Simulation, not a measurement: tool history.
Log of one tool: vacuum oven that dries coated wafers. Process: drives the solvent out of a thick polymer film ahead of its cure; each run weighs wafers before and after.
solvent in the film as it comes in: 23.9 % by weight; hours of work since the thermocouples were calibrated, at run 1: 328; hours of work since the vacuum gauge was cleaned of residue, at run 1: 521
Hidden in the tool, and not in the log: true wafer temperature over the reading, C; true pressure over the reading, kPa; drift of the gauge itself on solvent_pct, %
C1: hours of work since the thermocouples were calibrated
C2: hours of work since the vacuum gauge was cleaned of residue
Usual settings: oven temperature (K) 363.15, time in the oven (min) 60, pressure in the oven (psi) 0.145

Run 1, hour 0.0: usual settings; C1 328; C2 521. Result: solvent left in the film (%) 1.56.
Run 2, hour 19.8: usual settings but time in the oven (min) 65; C1 343; C2 536. Result: solvent left in the film (%) 1.32.
Run 3, hour 28.5: usual settings but oven temperature (K) 351.15; C1 349; C2 542. Result: solvent left in the film (%) 4.55.
Run 4, hour 48.6: usual settings but oven temperature (K) 351.15; C1 363; C2 557. Result: solvent left in the film (%) 4.67.
Run 5, hour 68.5: usual settings but oven temperature (K) 351.15; C1 378; C2 571. Result: solvent left in the film (%) 4.69.
Run 6, hour 85.5: usual settings; C1 390; C2 583. Result: solvent left in the film (%) 1.55.
Run 7, hour 97.3: usual settings but time in the oven (min) 32; C1 399; C2 592. Result: solvent left in the film (%) 4.69.
Run 8, hour 112.8: usual settings but time in the oven (min) 32; C1 410; C2 603. Result: solvent left in the film (%) 4.67.
Run 9, hour 127.6: usual settings but time in the oven (min) 33; C1 420; C2 614. Result: solvent left in the film (%) 4.48.
Run 10, hour 145.7: usual settings but time in the oven (min) 33; C1 433; C2 627. Result: solvent left in the film (%) 4.53.
Run 11, hour 162.9: usual settings but time in the oven (min) 33; C1 446; C2 639. Result: solvent left in the film (%) 4.44.
Run 12, hour 181.1: usual settings; C1 459; C2 652. Result: solvent left in the film (%) 1.61.
Run 13, hour 194.5: usual settings; C1 469; C2 662. Result: solvent left in the film (%) 1.60.
Run 14, hour 206.1: usual settings but pressure in the oven (psi) 0.126; C1 477; C2 670. Result: solvent left in the film (%) 1.63.
Run 15, hour 222.2: usual settings but pressure in the oven (psi) 0.126; C1 489; C2 682. Result: solvent left in the film (%) 1.62.
Run 16, hour 237.4: usual settings but pressure in the oven (psi) 0.126; C1 500; C2 693. Result: solvent left in the film (%) 1.71.
Run 17, hour 246.7: usual settings but pressure in the oven (psi) 0.126; C1 506; C2 700. Result: solvent left in the film (%) 1.65.
Run 18, hour 257.7: usual settings but time in the oven (min) 58; C1 514; C2 708. Result: solvent left in the film (%) 1.83.
Run 19, hour 267.1: usual settings but time in the oven (min) 58; C1 521; C2 714. Result: solvent left in the film (%) 1.87.
Run 20, hour 281.0: usual settings but time in the oven (min) 58; C1 531; C2 724. Result: solvent left in the film (%) 1.72.
Run 21, hour 301.0: usual settings; C1 546; C2 739. Result: solvent left in the film (%) 1.70.
Run 22, hour 316.4: usual settings but time in the oven (min) 30; C1 557; C2 750. Result: solvent left in the film (%) 5.20.
Run 23, hour 325.8: usual settings but oven temperature (K) 356.15, time in the oven (min) 30; C1 564; C2 757. Result: solvent left in the film (%) 7.66.
Run 24, hour 337.1: usual settings but oven temperature (K) 356.15, time in the oven (min) 30; C1 572; C2 765. Result: solvent left in the film (%) 7.70.
Run 25, hour 350.7: usual settings but oven temperature (K) 353.15, time in the oven (min) 52, pressure in the oven (psi) 0.138; C1 582; C2 775. Result: solvent left in the film (%) 5.05.
Run 26, hour 361.0: usual settings but oven temperature (K) 373.15, time in the oven (min) 66; C1 589; C2 782. Result: solvent left in the film (%) 0.46.
Run 27, hour 377.1: usual settings but oven temperature (K) 362.15, time in the oven (min) 66; C1 601; C2 794. Result: solvent left in the film (%) 1.61.
Run 28, hour 390.2: usual settings but oven temperature (K) 356.15, pressure in the oven (psi) 0.117; C1 610; C2 803. Result: solvent left in the film (%) 3.20.
Run 29, hour 401.8: usual settings but oven temperature (K) 356.15, pressure in the oven (psi) 0.117; C1 618; C2 812. Result: solvent left in the film (%) 3.24.
Run 30, hour 416.0: usual settings but oven temperature (K) 356.15, pressure in the oven (psi) 0.117; C1 629; C2 822. Result: solvent left in the film (%) 3.33.
Run 31, hour 432.4: usual settings but oven temperature (K) 353.15, time in the oven (min) 72, pressure in the oven (psi) 0.117; C1 641; C2 834. Result: solvent left in the film (%) 3.16.
Run 32, hour 448.5: usual settings but oven temperature (K) 353.15, time in the oven (min) 72, pressure in the oven (psi) 0.117; C1 652; C2 845. Result: solvent left in the film (%) 3.16.
Run 33, hour 467.5: usual settings but oven temperature (K) 353.15, time in the oven (min) 72, pressure in the oven (psi) 0.117; C1 666; C2 859. Result: solvent left in the film (%) 3.16.
Run 34, hour 476.2: usual settings but time in the oven (min) 30; C1 672; C2 865. Result: solvent left in the film (%) 5.43.
Run 35, hour 490.0: usual settings but oven temperature (K) 365.15, time in the oven (min) 31, pressure in the oven (psi) 0.468; C1 682; C2 875. Result: solvent left in the film (%) 5.26.
Run 36, hour 500.3: usual settings but oven temperature (K) 376.15, time in the oven (min) 94, pressure in the oven (psi) 0.284; C1 690; C2 883. Result: solvent left in the film (%) 0.63.
Run 37, hour 519.2: usual settings but oven temperature (K) 376.15, time in the oven (min) 94, pressure in the oven (psi) 0.284; C1 703; C2 896. Result: solvent left in the film (%) 0.59.
Run 38, hour 537.5: usual settings but oven temperature (K) 376.15, time in the oven (min) 94, pressure in the oven (psi) 0.284; C1 716; C2 910. Result: solvent left in the film (%) 0.62.
Run 39, hour 555.6: usual settings but oven temperature (K) 378.15, time in the oven (min) 31, pressure in the oven (psi) 0.129; C1 730; C2 923. Result: solvent left in the film (%) 1.47.
Run 40, hour 569.2: usual settings but oven temperature (K) 377.15, time in the oven (min) 31, pressure in the oven (psi) 0.129; C1 739; C2 932. Result: solvent left in the film (%) 1.67.
Run 41, hour 585.8: usual settings but oven temperature (K) 377.15, time in the oven (min) 41, pressure in the oven (psi) 0.149; C1 751; C2 944. Result: solvent left in the film (%) 0.89.
Run 42, hour 595.4: usual settings but oven temperature (K) 377.15, time in the oven (min) 41, pressure in the oven (psi) 0.149; C1 758; C2 951. Result: solvent left in the film (%) 0.91.
Run 43, hour 614.2: usual settings but oven temperature (K) 377.15, time in the oven (min) 36, pressure in the oven (psi) 0.077; C1 772; C2 965. Result: solvent left in the film (%) 1.12.
Run 44, hour 633.0: usual settings but oven temperature (K) 377.15, time in the oven (min) 36, pressure in the oven (psi) 0.077; C1 785; C2 979. Result: solvent left in the film (%) 1.12.
Run 45, hour 646.2: usual settings but oven temperature (K) 348.15, time in the oven (min) 31, pressure in the oven (psi) 0.180; C1 795; C2 988. Result: solvent left in the film (%) 10.79.
Run 46, hour 660.2: usual settings but oven temperature (K) 362.15, time in the oven (min) 101, pressure in the oven (psi) 0.104; C1 805; C2 998. Result: solvent left in the film (%) 0.70.

5 ways to go on from here, each from the tool as it stands after run 46. What would each give?
Run A, hour 668.3: usual settings but oven temperature (K) 348.15, time in the oven (min) 57, pressure in the oven (psi) 0.357; C1 811; C2 1004. Result: solvent left in the film (%) ?.
Run B, hour 668.3: usual settings but oven temperature (K) 371.15; C1 811; C2 1004. Result: solvent left in the film (%) ?.
Run C, hour 668.3: usual settings but pressure in the oven (psi) 0.321; C1 811; C2 1004. Result: solvent left in the film (%) ?.
Run D, hour 668.3: usual settings but oven temperature (K) 350.15, time in the oven (min) 74, pressure in the oven (psi) 0.225; C1 811; C2 1004. Result: solvent left in the film (%) ?.
Run E, hour 668.3: usual settings but oven temperature (K) 374.15, time in the oven (min) 64, pressure in the oven (psi) 0.306; C1 811; C2 1004. Result: solvent left in the film (%) ?.

run  solvent left in the film (%)
  A                          7.32
  B                          0.82
  C                          2.29
  D                          4.63
  E                          0.82
Without the tool's hidden state the same runs would have given:
run  solvent left in the film (%)
  A                          6.24
  B                          0.54
  C                          1.74
  D                          3.70
  E                          0.61
